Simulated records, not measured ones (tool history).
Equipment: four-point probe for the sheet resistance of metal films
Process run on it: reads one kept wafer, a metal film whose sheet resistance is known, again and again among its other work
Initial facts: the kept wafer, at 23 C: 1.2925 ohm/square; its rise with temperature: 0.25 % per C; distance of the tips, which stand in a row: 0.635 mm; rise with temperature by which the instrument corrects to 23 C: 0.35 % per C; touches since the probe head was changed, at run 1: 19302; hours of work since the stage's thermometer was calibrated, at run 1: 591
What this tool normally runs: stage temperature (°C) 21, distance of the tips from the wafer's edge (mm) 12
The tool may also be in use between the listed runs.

| run | hour | stage temperature (°C) | distance of the tips from the wafer's edge (mm) | touches since the probe head was changed | hours of work since the stage's thermometer was calibrated | sheet resistance as the instrument gives it (ohm/square) |
|---|---|---|---|---|---|---|
| 1 | 0.0 | 21 | 12 | 19302 | 591 | 1.299046 |
| 2 | 18.5 | 21 | 12 | 20071 | 601 | 1.299086 |
| 3 | 27.0 | 21 | 12 | 20422 | 606 | 1.299471 |
| 4 | 42.3 | 21 | 23 | 21057 | 614 | 1.297831 |
| 5 | 55.0 | 21 | 23 | 21587 | 622 | 1.297916 |
| 6 | 71.5 | 21 | 23 | 22272 | 631 | 1.298407 |
| 7 | 83.6 | 21 | 23 | 22774 | 637 | 1.298150 |
| 8 | 93.4 | 21 | 23 | 23184 | 643 | 1.298157 |
| 9 | 104.0 | 21 | 12 | 23621 | 649 | 1.300225 |
| 10 | 117.3 | 31 | 12 | 24174 | 656 | 1.287493 |
| 11 | 126.6 | 33 | 12 | 24561 | 661 | 1.284922 |
| 12 | 146.0 | 33 | 12 | 25369 | 672 | 1.284535 |
| 13 | 162.6 | 33 | 12 | 26055 | 681 | 1.284680 |
| 14 | 175.0 | 33 | 12 | 26573 | 688 | 1.284922 |
| 15 | 190.7 | 33 | 12 | 27225 | 697 | 1.285014 |
| 16 | 206.3 | 21 | 12 | 27874 | 706 | 1.299637 |
| 17 | 216.6 | 26 | 12 | 28301 | 711 | 1.293995 |
| 18 | 228.6 | 21 | 12 | 28798 | 718 | 1.300239 |
| 19 | 238.2 | 18 | 8 | 29200 | 723 | 1.306943 |
| 20 | 252.4 | 18 | 8 | 29790 | 731 | 1.306848 |
| 21 | 269.3 | 18 | 8 | 30488 | 741 | 1.307109 |
| 22 | 284.2 | 23 | 57 | 31108 | 749 | 1.295791 |
| 23 | 296.4 | 18 | 36 | 31617 | 756 | 1.302397 |
| 24 | 310.4 | 28 | 5 | 32199 | 764 | 1.300708 |
| 25 | 321.6 | 35 | 20 | 32662 | 770 | 1.281676 |
| 26 | 337.4 | 21 | 13 | 33317 | 779 | 1.300370 |
| 27 | 348.0 | 21 | 13 | 33758 | 785 | 1.300534 |
| 28 | 364.2 | 26 | 4 | 34434 | 794 | 1.309479 |
| 29 | 376.8 | 22 | 71 | 34956 | 801 | 1.297436 |
| 30 | 389.2 | 21 | 4 | 35470 | 807 | 1.315799 |
| 31 | 400.2 | 23 | 35 | 35927 | 814 | 1.296248 |
| 32 | 409.5 | 21 | 26 | 36314 | 819 | 1.299537 |
| 33 | 422.1 | 23 | 19 | 36840 | 826 | 1.296998 |
| 34 | 440.4 | 27 | 3 | 37599 | 836 | 1.321770 |
| 35 | 455.5 | 20 | 7 | 38225 | 844 | 1.306269 |

Some steps in sheet resistance as the instrument gives it (ohm/square) between neighbouring runs. How much of each would the tool show without its hidden state too (settings, what came in, random variation), and how much is left for the hidden state, with any gauge scatter that isn't in both results?
What the log doesn't record here: inner tips' distance over the nominal, %; tips' flats over new ones', %; wafer's true temperature over the reading, C; drift of the gauge itself on sheet_ohm, %.
Run 24 -> 25: stage temperature (°C) 28 -> 35, distance of the tips from the wafer's edge (mm) 5 -> 20. sheet resistance as the instrument gives it (ohm/square) -0.019032: hidden state +0.000006, all else -0.019038.
Run 25 -> 26: stage temperature (°C) 35 -> 21, distance of the tips from the wafer's edge (mm) 20 -> 13. sheet resistance as the instrument gives it (ohm/square) +0.018694: hidden state +0.000087, all else +0.018607.
Run 29 -> 30: stage temperature (°C) 22 -> 21, distance of the tips from the wafer's edge (mm) 71 -> 4. sheet resistance as the instrument gives it (ohm/square) +0.018363: hidden state +0.000094, all else +0.018269.
Run 30 -> 31: stage temperature (°C) 21 -> 23, distance of the tips from the wafer's edge (mm) 4 -> 35. sheet resistance as the instrument gives it (ohm/square) -0.019551: hidden state -0.000010, all else -0.019541.
Run 33 -> 34: stage temperature (°C) 23 -> 27, distance of the tips from the wafer's edge (mm) 19 -> 3. sheet resistance as the instrument gives it (ohm/square) +0.024772: hidden state +0.000145, all else +0.024627.
